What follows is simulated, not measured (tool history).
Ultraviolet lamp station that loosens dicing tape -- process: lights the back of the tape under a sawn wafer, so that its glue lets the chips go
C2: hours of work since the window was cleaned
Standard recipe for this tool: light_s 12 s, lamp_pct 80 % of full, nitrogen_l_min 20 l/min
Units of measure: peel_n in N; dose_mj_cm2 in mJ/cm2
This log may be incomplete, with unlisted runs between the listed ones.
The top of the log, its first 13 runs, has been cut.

Run 14, hour 730.5: usual settings but light_s 15 s; hours of work of the lamp 326; C2 372. Result: peel_n 0.275 N, dose_mj_cm2 620 mJ/cm2.
Run 15, hour 782.4: usual settings but light_s 15 s; hours of work of the lamp 348; C2 394. Result: peel_n 0.262 N, dose_mj_cm2 616 mJ/cm2.
Run 16, hour 818.3: usual settings but light_s 15 s, nitrogen_l_min 39 l/min; hours of work of the lamp 364; C2 410. Result: peel_n 0.215 N, dose_mj_cm2 615 mJ/cm2.
Run 17, hour 863.5: usual settings but light_s 15 s, nitrogen_l_min 39 l/min; hours of work of the lamp 384; C2 430. Result: peel_n 0.214 N, dose_mj_cm2 613 mJ/cm2.
Run 18, hour 935.6: usual settings but light_s 15 s, lamp_pct 60 % of full, nitrogen_l_min 39 l/min; hours of work of the lamp 415; C2 461. Result: peel_n 0.268 N, dose_mj_cm2 462 mJ/cm2.
At hour 949.8: window cleaned of glue's vapour.
Run 19, hour 970.2: usual settings but light_s 15 s, lamp_pct 95 % of full, nitrogen_l_min 8 l/min; hours of work of the lamp 430; C2 9. Result: peel_n 0.344 N, dose_mj_cm2 732 mJ/cm2.
Run 20, hour 1040.8: usual settings but lamp_pct 82 % of full, nitrogen_l_min 27 l/min; hours of work of the lamp 461; C2 40. Result: peel_n 0.267 N, dose_mj_cm2 508 mJ/cm2.
Run 21, hour 1097.8: usual settings but light_s 10 s, lamp_pct 79 % of full, nitrogen_l_min 33 l/min; hours of work of the lamp 486; C2 65. Result: peel_n 0.335 N, dose_mj_cm2 408 mJ/cm2.
Run 22, hour 1151.1: usual settings but light_s 17 s, lamp_pct 65 % of full, nitrogen_l_min 33 l/min; hours of work of the lamp 509; C2 88. Result: peel_n 0.243 N, dose_mj_cm2 572 mJ/cm2.
Run 23, hour 1229.8: usual settings but light_s 17 s, lamp_pct 65 % of full, nitrogen_l_min 33 l/min; hours of work of the lamp 544; C2 122. Result: peel_n 0.241 N, dose_mj_cm2 565 mJ/cm2.
Run 24, hour 1308.1: usual settings but light_s 20 s, lamp_pct 66 % of full; hours of work of the lamp 578; C2 157. Result: peel_n 0.224 N, dose_mj_cm2 677 mJ/cm2.
Run 25, hour 1374.4: usual settings but light_s 7 s, lamp_pct 70 % of full, nitrogen_l_min 7 l/min; hours of work of the lamp 607; C2 186. Result: peel_n 1.701 N, dose_mj_cm2 255 mJ/cm2.
Run 26, hour 1449.7: usual settings but light_s 14 s, lamp_pct 88 % of full, nitrogen_l_min 24 l/min; hours of work of the lamp 640; C2 218. Result: peel_n 0.241 N, dose_mj_cm2 627 mJ/cm2.
Run 27, hour 1528.0: usual settings but light_s 15 s, lamp_pct 88 % of full, nitrogen_l_min 10 l/min; hours of work of the lamp 674; C2 253. Result: peel_n 0.331 N, dose_mj_cm2 676 mJ/cm2.
Run 28, hour 1595.5: usual settings but light_s 6 s, lamp_pct 79 % of full; hours of work of the lamp 703; C2 282. Result: peel_n 1.089 N, dose_mj_cm2 244 mJ/cm2.
Run 29, hour 1662.1: usual settings but light_s 13 s, lamp_pct 79 % of full; hours of work of the lamp 733; C2 311. Result: peel_n 0.307 N, dose_mj_cm2 527 mJ/cm2.
Run 30, hour 1700.1: usual settings but light_s 13 s, lamp_pct 79 % of full; hours of work of the lamp 749; C2 328. Result: peel_n 0.312 N, dose_mj_cm2 529 mJ/cm2.
Run 31, hour 1736.2: usual settings but light_s 13 s, lamp_pct 79 % of full; hours of work of the lamp 765; C2 344. Result: peel_n 0.323 N, dose_mj_cm2 531 mJ/cm2.
Run 32, hour 1785.7: usual settings but light_s 7 s, nitrogen_l_min 27 l/min; hours of work of the lamp 787; C2 365. Result: peel_n 0.647 N, dose_mj_cm2 289 mJ/cm2.
Run 33, hour 1855.9: usual settings but light_s 7 s, lamp_pct 86 % of full, nitrogen_l_min 26 l/min; hours of work of the lamp 817; C2 396. Result: peel_n 0.601 N, dose_mj_cm2 315 mJ/cm2.
Run 34, hour 1906.9: usual settings but lamp_pct 68 % of full, nitrogen_l_min 21 l/min; hours of work of the lamp 840; C2 418. Result: peel_n 0.421 N, dose_mj_cm2 422 mJ/cm2.

Branching from run 34: 4 alternative next runs. What would each branch give?
Run A, hour 1941.2: usual settings but lamp_pct 79 % of full, nitrogen_l_min 21 l/min; hours of work of the lamp 854; C2 433. Result: peel_n ?, dose_mj_cm2 ?.
Run B, hour 1941.2: usual settings but light_s 20 s, lamp_pct 98 % of full; hours of work of the lamp 854; C2 433. Result: peel_n ?, dose_mj_cm2 ?.
Run C, hour 1941.2: usual settings but light_s 15 s, lamp_pct 68 % of full, nitrogen_l_min 21 l/min; hours of work of the lamp 854; C2 433. Result: peel_n ?, dose_mj_cm2 ?.
Run D, hour 1941.2: usual settings but light_s 15 s, lamp_pct 96 % of full, nitrogen_l_min 9 l/min; hours of work of the lamp 854; C2 433. Result: peel_n ?, dose_mj_cm2 ?.

run  peel_n  dose_mj_cm2
  A   0.333          487
  B   0.201         1012
  C   0.305          524
  D   0.305          743
With no hidden state in the tool, these same runs would have given:
run  peel_n  dose_mj_cm2
  A   0.332          488
  B   0.201         1014
  C   0.304          526
  D   0.305          745
